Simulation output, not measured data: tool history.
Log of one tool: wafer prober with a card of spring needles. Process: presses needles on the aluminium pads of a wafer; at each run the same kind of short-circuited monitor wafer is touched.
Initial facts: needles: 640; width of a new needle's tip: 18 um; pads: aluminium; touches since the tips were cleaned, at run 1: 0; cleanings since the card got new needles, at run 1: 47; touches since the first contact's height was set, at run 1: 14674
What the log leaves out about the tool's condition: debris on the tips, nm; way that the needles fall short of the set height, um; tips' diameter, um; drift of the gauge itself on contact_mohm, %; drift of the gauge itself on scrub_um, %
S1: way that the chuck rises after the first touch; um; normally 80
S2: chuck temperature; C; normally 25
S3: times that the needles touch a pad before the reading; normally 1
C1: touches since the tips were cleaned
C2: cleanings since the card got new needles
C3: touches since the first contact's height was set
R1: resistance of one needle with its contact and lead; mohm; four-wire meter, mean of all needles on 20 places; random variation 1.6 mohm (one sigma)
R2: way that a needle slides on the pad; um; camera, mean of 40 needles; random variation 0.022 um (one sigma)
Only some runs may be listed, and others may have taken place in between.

run	hour	S1	S2	S3	C1	C2	C3	R1	R2
1	0.0	80	25	1	0	47	14674	159	17.31
# hour 20.7: tips cleaned on abrasive film
# hour 41.4: tips cleaned on abrasive film
2	50.2	80	25	1	4146	49	38126	221	17.25
# hour 61.7: tips cleaned on abrasive film
# hour 81.5: tips cleaned on abrasive film
3	94.0	80	95	1	5871	51	58581	234	17.23
# hour 98.3: tips cleaned on abrasive film
# hour 116.9: tips cleaned on abrasive film
# hour 137.1: tips cleaned on abrasive film
4	142.1	80	25	1	2329	54	80962	198	17.19
# hour 154.7: tips cleaned on abrasive film
# hour 173.6: tips cleaned on abrasive film
5	173.6	80	25	1	0	56	95670	160	17.17
# hour 180.7: height of the first contact set anew
# hour 192.2: tips cleaned on abrasive film
# hour 211.8: tips cleaned on abrasive film
6	214.4	80	25	1	1213	58	15710	183	17.13
# hour 229.0: tips cleaned on abrasive film
# hour 247.5: tips cleaned on abrasive film
# hour 266.0: tips cleaned on abrasive film
7	271.0	80	25	1	2348	61	42137	205	17.12
# hour 283.6: tips cleaned on abrasive film
# hour 303.9: tips cleaned on abrasive film
# hour 308.4: height of the first contact set anew, once more
# hour 324.2: tips cleaned on abrasive film
8	335.6	80	25	1	5357	64	12694	227	17.30
# hour 344.0: tips cleaned on abrasive film
# hour 364.9: tips cleaned on abrasive film
9	367.1	80	81	1	1020	66	27380	183	17.28
# hour 383.8: tips cleaned on abrasive film
# hour 400.6: tips cleaned on abrasive film
# hour 417.4: tips cleaned on abrasive film
# hour 438.0: tips cleaned on abrasive film
10	438.0	80	81	1	0	70	60453	163	17.25
# hour 454.8: tips cleaned on abrasive film
# hour 475.3: tips cleaned on abrasive film
11	488.4	80	81	1	6177	72	83992	234	17.19
# hour 492.7: tips cleaned on abrasive film
# hour 509.4: tips cleaned on abrasive film
# hour 521.5: height of the first contact set anew
# hour 529.9: tips cleaned on abrasive film
# hour 550.4: tips cleaned on abrasive film
12	551.5	80	81	1	512	76	13944	178	17.28
# hour 568.2: tips cleaned on abrasive film
# hour 586.9: tips cleaned on abrasive film
13	586.9	60	81	1	0	78	30456	176	12.93
# hour 606.9: tips cleaned on abrasive film
# hour 626.0: tips cleaned on abrasive film
# hour 644.5: tips cleaned on abrasive film
14	644.5	92	48	2	0	81	57346	160	19.78
# hour 663.8: tips cleaned on abrasive film
# hour 683.5: tips cleaned on abrasive film
# hour 702.6: tips cleaned on abrasive film
15	702.6	68	25	1	0	84	84451	161	14.61
# hour 722.8: tips cleaned on abrasive film
# hour 734.9: height of the first contact set anew
# hour 743.3: tips cleaned on abrasive film
16	758.9	75	27	3	7313	86	11217	191	16.20
# hour 763.2: tips cleaned on abrasive film
# hour 779.9: tips cleaned on abrasive film
# hour 798.9: tips cleaned on abrasive film
17	798.9	75	27	3	0	89	29813	157	16.18
# hour 815.6: tips cleaned on abrasive film
# hour 836.5: tips cleaned on abrasive film
18	839.8	75	27	3	1543	91	48925	167	16.19
# hour 855.4: tips cleaned on abrasive film
# hour 875.5: tips cleaned on abrasive film
# hour 896.4: tips cleaned on abrasive film
19	899.4	75	34	1	1440	94	76740	200	16.09
# hour 916.2: tips cleaned on abrasive film
# hour 935.7: tips cleaned on abrasive film
# hour 948.5: height of the first contact set anew
# hour 956.2: tips cleaned on abrasive film
20	967.8	75	34	1	5438	97	9045	246	16.19
# hour 975.2: tips cleaned on abrasive film
# hour 995.3: tips cleaned on abrasive film
# hour 1015.5: tips cleaned on abrasive film
21	1021.3	75	34	1	2735	100	33965	217	16.14
# hour 1033.5: tips cleaned on abrasive film
# hour 1052.7: tips cleaned on abrasive film
# hour 1073.2: tips cleaned on abrasive film
22	1083.5	75	34	1	4801	103	62974	244	16.11
# hour 1091.9: tips cleaned on abrasive film
# hour 1108.6: tips cleaned on abrasive film
# hour 1128.3: tips cleaned on abrasive film
23	1143.2	75	34	1	7005	106	90864	261	16.12
# hour 1147.5: tips cleaned on abrasive film
# hour 1160.1: height of the first contact set anew
# hour 1168.4: tips cleaned on abrasive film
# hour 1186.1: tips cleaned on abrasive film
24	1186.1	80	37	1	0	109	12061	165	17.27

Forecast each of these 4 alternatives for the next run:
# hour 1205.0: tips cleaned on abrasive film
# hour 1224.8: tips cleaned on abrasive film
A	1229.0	80	37	3	1937	111	32081	?	?
# hour 1205.0: tips cleaned on abrasive film
# hour 1224.8: tips cleaned on abrasive film
B	1229.0	80	64	1	1937	111	32081	?	?
# hour 1205.0: tips cleaned on abrasive film
# hour 1224.8: tips cleaned on abrasive film
C	1229.0	86	83	2	1937	111	32081	?	?
# hour 1205.0: tips cleaned on abrasive film
# hour 1224.8: tips cleaned on abrasive film
D	1229.0	97	40	2	1937	111	32081	?	?

run	R1	R2
A	166	17.24
B	197	17.25
C	181	18.51
D	168	20.92
Without the tool's unlogged condition, the same runs would have read:
run	R1	R2
A	150	17.28
B	156	17.28
C	159	18.55
D	149	20.95
